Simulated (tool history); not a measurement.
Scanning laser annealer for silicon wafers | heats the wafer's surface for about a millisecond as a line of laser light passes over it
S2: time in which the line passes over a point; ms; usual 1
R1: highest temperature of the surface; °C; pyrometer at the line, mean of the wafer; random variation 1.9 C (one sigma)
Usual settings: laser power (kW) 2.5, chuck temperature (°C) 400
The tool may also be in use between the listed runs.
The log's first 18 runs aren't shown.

run 19 hour=263.3 | laser_power_(kW)=2.5 S2=1 chuck_temperature_(°C)=400 | R1=1077
-- hour=276.8 optics aligned, line set to its width
run 20 hour=284.6 | laser_power_(kW)=2.5 S2=1 chuck_temperature_(°C)=399 | R1=1093
run 21 hour=298.4 | laser_power_(kW)=2.525 S2=1 chuck_temperature_(°C)=400 | R1=1101
run 22 hour=310.2 | laser_power_(kW)=2.606 S2=1 chuck_temperature_(°C)=384 | R1=1107
run 23 hour=327.4 | laser_power_(kW)=2.5 S2=0.88 chuck_temperature_(°C)=400 | R1=1051
run 24 hour=346.1 | laser_power_(kW)=2.5 S2=0.88 chuck_temperature_(°C)=400 | R1=1052
run 25 hour=357.4 | laser_power_(kW)=2.457 S2=0.9 chuck_temperature_(°C)=428 | R1=1072
run 26 hour=373.8 | laser_power_(kW)=2.457 S2=0.9 chuck_temperature_(°C)=428 | R1=1075
run 27 hour=395 | laser_power_(kW)=2.747 S2=0.81 chuck_temperature_(°C)=433 | R1=1130
run 28 hour=404.1 | laser_power_(kW)=2.5 S2=1.12 chuck_temperature_(°C)=400 | R1=1125
run 29 hour=420.3 | laser_power_(kW)=2.507 S2=0.73 chuck_temperature_(°C)=400 | R1=1000
run 30 hour=429.9 | laser_power_(kW)=2.392 S2=0.93 chuck_temperature_(°C)=387 | R1=1022
run 31 hour=442.5 | laser_power_(kW)=2.457 S2=0.98 chuck_temperature_(°C)=403 | R1=1071
run 32 hour=460.6 | laser_power_(kW)=2.716 S2=1.22 chuck_temperature_(°C)=411 | R1=1235
-- hour=468.6 window over the wafer cleaned
run 33 hour=483.2 | laser_power_(kW)=2.461 S2=1 chuck_temperature_(°C)=400 | R1=1099
run 34 hour=504.3 | laser_power_(kW)=2.5 S2=0.73 chuck_temperature_(°C)=400 | R1=1016
run 35 hour=519 | laser_power_(kW)=2.174 S2=0.94 chuck_temperature_(°C)=400 | R1=990
run 36 hour=534.5 | laser_power_(kW)=2.209 S2=0.92 chuck_temperature_(°C)=380 | R1=976
run 37 hour=556 | laser_power_(kW)=2.344 S2=1.14 chuck_temperature_(°C)=412 | R1=1113
run 38 hour=568.5 | laser_power_(kW)=2.19 S2=0.82 chuck_temperature_(°C)=400 | R1=959
run 39 hour=580.3 | laser_power_(kW)=2.127 S2=1.03 chuck_temperature_(°C)=400 | R1=1002
run 40 hour=592.5 | laser_power_(kW)=2.707 S2=0.9 chuck_temperature_(°C)=432 | R1=1168

Forecast each of these 3 alternatives for the next run:
run A hour=601.3 | laser_power_(kW)=2.586 S2=1 chuck_temperature_(°C)=385 | R1=?
run B hour=601.3 | laser_power_(kW)=2.281 S2=0.9 chuck_temperature_(°C)=400 | R1=?
run C hour=601.3 | laser_power_(kW)=2.702 S2=1.23 chuck_temperature_(°C)=371 | R1=?

run=A R1=1124
run=B R1=1010
run=C R1=1218
Without the tool's hidden state the same runs would have given:
run=A R1=1131
run=B R1=1015
run=C R1=1225
